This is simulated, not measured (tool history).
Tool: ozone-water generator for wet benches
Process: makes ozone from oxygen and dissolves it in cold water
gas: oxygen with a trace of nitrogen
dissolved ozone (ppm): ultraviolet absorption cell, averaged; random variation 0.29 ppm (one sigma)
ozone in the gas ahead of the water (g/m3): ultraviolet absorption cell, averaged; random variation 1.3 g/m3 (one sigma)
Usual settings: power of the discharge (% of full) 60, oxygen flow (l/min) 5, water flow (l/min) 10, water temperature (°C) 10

run	hour	power of the discharge (% of full)	oxygen flow (l/min)	water flow (l/min)	water temperature (°C)	dissolved ozone (ppm)	ozone in the gas ahead of the water (g/m3)
1	0	60	5	10	10	45.7	248.4
2	79.2	60	5	10	10	46.1	248.3
3	149.4	60	5	10	10	46.2	247.5
4	198.2	60	5	10	10	46.1	245.4
5	274.9	60	5	10	16	41.3	244.6
6	329.8	51	5	8	10	48.2	224.4
7	409.7	51	5	8	10	48	224.5
8	496.3	51	5	8	10	47.9	224.4
9	570.1	91	3.92	9	16	58	358.2
10	629.4	45	5	8	9	45.6	206.2

Forecast each of these 4 alternatives for the next run:
A	715.4	75	5	8	8	?	?
B	715.4	71	2.66	8	9	?	?
C	715.4	45	4.4	6	7	?	?
D	715.4	47	5	14	10	?	?

run	dissolved ozone (ppm)	ozone in the gas ahead of the water (g/m3)
A	62.9	282.6
B	62.1	385.2
C	56.3	222.4
D	31.4	212.1
Without the tool's hidden state the same runs would have given:
run	dissolved ozone (ppm)	ozone in the gas ahead of the water (g/m3)
A	62.9	282.7
B	62.1	385.3
C	56.4	222.4
D	31.4	212.1
